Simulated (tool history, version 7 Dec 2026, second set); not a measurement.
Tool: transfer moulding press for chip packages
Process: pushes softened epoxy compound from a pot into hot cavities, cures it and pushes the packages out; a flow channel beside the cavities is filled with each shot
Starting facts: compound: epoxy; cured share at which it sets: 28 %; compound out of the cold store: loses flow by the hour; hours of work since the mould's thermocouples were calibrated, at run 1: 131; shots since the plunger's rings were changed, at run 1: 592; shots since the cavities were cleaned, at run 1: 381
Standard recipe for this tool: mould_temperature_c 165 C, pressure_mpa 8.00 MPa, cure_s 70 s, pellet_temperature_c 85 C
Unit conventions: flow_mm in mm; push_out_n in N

run,day,mould_temperature_c,pressure_mpa,cure_s,pellet_temperature_c,hours of work since the mould's thermocouples were calibrated,shots since the plunger's rings were changed,shots since the cavities were cleaned,incoming compound's hours out of the cold store,flow_mm,push_out_n
1,0.000,165,8.00,70,85,131,592,381,31.9,885,599
2,0.633,165,8.00,70,85,142,865,654,40.8,827,685
3,0.967,165,8.00,70,85,148,1010,799,21.8,942,749
# day 1.150: cavities cleaned with cleaning compound and waxed
4,1.667,165,8.00,70,85,159,1286,225,20.1,947,621
5,2.267,165,9.90,70,85,169,1545,484,27.2,1009,657
6,2.958,165,9.90,70,85,181,1843,782,16.9,1070,765
# day 3.154: cavities cleaned with cleaning compound and waxed
7,3.525,165,8.00,70,85,189,2061,159,38.6,819,553
8,3.879,165,8.00,70,85,195,2214,312,8.2,1012,664
9,4.504,165,8.00,70,85,206,2485,583,18.5,934,695
10,4.888,165,8.00,70,85,212,2651,749,20.8,914,752
# day 5.188: cavities cleaned with cleaning compound and waxed
11,5.438,165,8.00,61,85,221,2861,108,37.4,811,711
12,6.133,165,8.00,61,85,233,3163,410,26.1,867,891
13,6.512,165,8.00,61,85,239,3326,573,12.2,969,1000
14,6.946,165,8.91,70,85,246,3513,760,31.4,879,728
# day 7.238: cavities cleaned with cleaning compound and waxed
15,7.508,166,7.30,59,87,255,3729,116,30.7,795,739
# day 7.829: plunger's sealing rings changed
16,7.942,164,6.34,59,87,261,49,259,31.3,808,958
17,8.508,166,6.34,97,82,270,295,505,16.2,881,491
18,8.929,165,9.42,54,85,278,477,687,32.0,968,1336
# day 9.358: cavities cleaned with cleaning compound and waxed
19,9.358,169,7.13,57,89,284,635,0,21.3,887,606
20,9.746,165,9.12,73,91,290,802,167,10.0,1101,556

Run 21, settings as shown, results not yet in. Your forecast:
21,10.150,170,8.51,55,76,297,976,341,19.8,?,?

{"run 21": {"flow_mm": 968, "push_out_n": 861}}
Were there no unlogged condition in the tool, this run, its random variation unchanged, would have produced flow_mm 987 mm, push_out_n 655 N.

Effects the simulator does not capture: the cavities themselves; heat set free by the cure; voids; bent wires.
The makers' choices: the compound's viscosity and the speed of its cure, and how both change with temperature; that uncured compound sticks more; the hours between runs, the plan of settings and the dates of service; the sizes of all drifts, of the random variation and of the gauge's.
